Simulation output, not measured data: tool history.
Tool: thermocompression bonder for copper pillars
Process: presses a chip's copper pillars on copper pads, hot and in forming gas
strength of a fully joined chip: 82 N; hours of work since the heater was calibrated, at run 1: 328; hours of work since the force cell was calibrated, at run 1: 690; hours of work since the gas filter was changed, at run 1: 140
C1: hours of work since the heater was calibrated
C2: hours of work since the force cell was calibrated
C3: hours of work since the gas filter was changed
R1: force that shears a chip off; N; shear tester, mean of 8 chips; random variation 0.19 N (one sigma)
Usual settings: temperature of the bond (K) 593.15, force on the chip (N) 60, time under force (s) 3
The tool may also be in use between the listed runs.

run 1 day=0 | temperature_of_the_bond_(K)=593.15 force_on_the_chip_(N)=60 time_under_force_(s)=3 | C1=328 C2=690 C3=140 | R1=56
run 2 day=1.679 | temperature_of_the_bond_(K)=593.15 force_on_the_chip_(N)=60 time_under_force_(s)=3 | C1=357 C2=719 C3=169 | R1=55.6
-- day=2.883 forming gas filter changed
run 3 day=4.333 | temperature_of_the_bond_(K)=593.15 force_on_the_chip_(N)=60 time_under_force_(s)=3 | C1=403 C2=764 C3=25 | R1=58.1
run 4 day=6.392 | temperature_of_the_bond_(K)=591.15 force_on_the_chip_(N)=60 time_under_force_(s)=3 | C1=438 C2=800 C3=60 | R1=56.9
-- day=7.467 force cell calibrated
run 5 day=8.996 | temperature_of_the_bond_(K)=591.15 force_on_the_chip_(N)=60 time_under_force_(s)=3 | C1=482 C2=26 C3=104 | R1=57.8
run 6 day=11.767 | temperature_of_the_bond_(K)=591.15 force_on_the_chip_(N)=60 time_under_force_(s)=3 | C1=530 C2=74 C3=152 | R1=57.4
-- day=13.933 heater calibrated with a thermocouple chip
-- day=14.058 forming gas filter changed
run 7 day=14.058 | temperature_of_the_bond_(K)=593.15 force_on_the_chip_(N)=60 time_under_force_(s)=2 | C1=2 C2=112 C3=0 | R1=50.8
run 8 day=17.5 | temperature_of_the_bond_(K)=593.15 force_on_the_chip_(N)=60 time_under_force_(s)=2 | C1=61 C2=171 C3=59 | R1=50.6
run 9 day=20.638 | temperature_of_the_bond_(K)=588.15 force_on_the_chip_(N)=60 time_under_force_(s)=2 | C1=115 C2=225 C3=113 | R1=47.8
run 10 day=23.725 | temperature_of_the_bond_(K)=588.15 force_on_the_chip_(N)=70 time_under_force_(s)=2 | C1=168 C2=278 C3=167 | R1=51.8
-- day=25.138 forming gas filter changed
run 11 day=26.088 | temperature_of_the_bond_(K)=573.15 force_on_the_chip_(N)=59 time_under_force_(s)=2 | C1=209 C2=319 C3=16 | R1=41.7
run 12 day=28.442 | temperature_of_the_bond_(K)=593.15 force_on_the_chip_(N)=65 time_under_force_(s)=3 | C1=249 C2=359 C3=57 | R1=60.3
run 13 day=31.554 | temperature_of_the_bond_(K)=586.15 force_on_the_chip_(N)=48 time_under_force_(s)=3 | C1=303 C2=413 C3=111 | R1=47.6
run 14 day=34.779 | temperature_of_the_bond_(K)=572.15 force_on_the_chip_(N)=45 time_under_force_(s)=5 | C1=359 C2=469 C3=166 | R1=46.1
-- day=36.142 forming gas filter changed
run 15 day=36.762 | temperature_of_the_bond_(K)=572.15 force_on_the_chip_(N)=45 time_under_force_(s)=5 | C1=392 C2=502 C3=11 | R1=48.1
run 16 day=39.829 | temperature_of_the_bond_(K)=593.15 force_on_the_chip_(N)=50 time_under_force_(s)=2 | C1=445 C2=555 C3=64 | R1=47.9
run 17 day=41.333 | temperature_of_the_bond_(K)=608.15 force_on_the_chip_(N)=37 time_under_force_(s)=4 | C1=471 C2=581 C3=90 | R1=56.1
run 18 day=43.196 | temperature_of_the_bond_(K)=593.15 force_on_the_chip_(N)=60 time_under_force_(s)=5 | C1=503 C2=613 C3=122 | R1=65.2
run 19 day=44.992 | temperature_of_the_bond_(K)=593.15 force_on_the_chip_(N)=60 time_under_force_(s)=5 | C1=534 C2=644 C3=153 | R1=64.9
-- day=46.954 heater calibrated with a thermocouple chip
run 20 day=47.096 | temperature_of_the_bond_(K)=593.15 force_on_the_chip_(N)=60 time_under_force_(s)=5 | C1=2 C2=679 C3=187 | R1=60.2

Forecast each of these 5 alternatives for the next run:
-- day=47.325 forming gas filter changed
run A day=50.517 | temperature_of_the_bond_(K)=618.15 force_on_the_chip_(N)=87 time_under_force_(s)=3 | C1=61 C2=738 C3=55 | R1=?
-- day=47.325 forming gas filter changed
run B day=50.517 | temperature_of_the_bond_(K)=593.15 force_on_the_chip_(N)=76 time_under_force_(s)=3 | C1=61 C2=738 C3=55 | R1=?
-- day=47.325 forming gas filter changed
run C day=50.517 | temperature_of_the_bond_(K)=582.15 force_on_the_chip_(N)=62 time_under_force_(s)=2 | C1=61 C2=738 C3=55 | R1=?
-- day=47.325 forming gas filter changed
run D day=50.517 | temperature_of_the_bond_(K)=608.15 force_on_the_chip_(N)=72 time_under_force_(s)=3 | C1=61 C2=738 C3=55 | R1=?
-- day=47.325 forming gas filter changed
run E day=50.517 | temperature_of_the_bond_(K)=602.15 force_on_the_chip_(N)=66 time_under_force_(s)=6 | C1=61 C2=738 C3=55 | R1=?

run=A R1=73.7
run=B R1=61.5
run=C R1=44.6
run=D R1=67.1
run=E R1=70.3
Without the tool's hidden state the same runs would have given:
run=A R1=75.4
run=B R1=63.3
run=C R1=46.3
run=D R1=68.9
run=E R1=72.1
